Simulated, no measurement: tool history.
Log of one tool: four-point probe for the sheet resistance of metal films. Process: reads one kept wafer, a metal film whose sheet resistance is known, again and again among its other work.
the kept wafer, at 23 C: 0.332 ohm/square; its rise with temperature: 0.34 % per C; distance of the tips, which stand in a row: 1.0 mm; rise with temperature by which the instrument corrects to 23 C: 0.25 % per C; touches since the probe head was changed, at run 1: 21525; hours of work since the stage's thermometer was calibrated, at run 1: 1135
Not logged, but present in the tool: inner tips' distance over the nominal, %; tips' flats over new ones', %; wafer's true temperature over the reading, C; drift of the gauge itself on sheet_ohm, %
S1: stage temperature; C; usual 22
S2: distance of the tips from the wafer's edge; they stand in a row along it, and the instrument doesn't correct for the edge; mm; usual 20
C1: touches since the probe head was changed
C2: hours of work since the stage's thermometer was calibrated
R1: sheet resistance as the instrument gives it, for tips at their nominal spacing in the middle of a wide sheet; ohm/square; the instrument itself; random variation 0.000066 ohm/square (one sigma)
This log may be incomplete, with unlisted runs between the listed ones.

run	day	S1	S2	C1	C2	R1
1	0	22	20	21525	1135	0.331944
2	0.571	22	20	21851	1141	0.331953
3	1.025	22	21	22111	1146	0.331896
4	1.446	22	21	22349	1150	0.33198
5	1.879	23	20	22597	1155	0.332225
6	2.692	29	20	23061	1164	0.334134
7	3.217	29	20	23360	1169	0.333901
8	3.838	25	30	23714	1176	0.332609
9	4.725	21	3	24220	1185	0.349668
10	5.392	21	3	24600	1192	0.349793
11	6.238	20	8	25083	1201	0.333659
12	6.708	22	3	25352	1206	0.350058

3 options for the next run, each taken on its own from the tool as it stands now. Forecast them:
A	7.608	30	71	25864	1215	?
B	7.608	19	3	25864	1215	?
C	7.608	23	6	25864	1215	?

run	R1
A	0.334019
B	0.349176
C	0.33664
What these runs would have given with no unlogged condition in the tool:
run	R1
A	0.334276
B	0.349452
C	0.336904
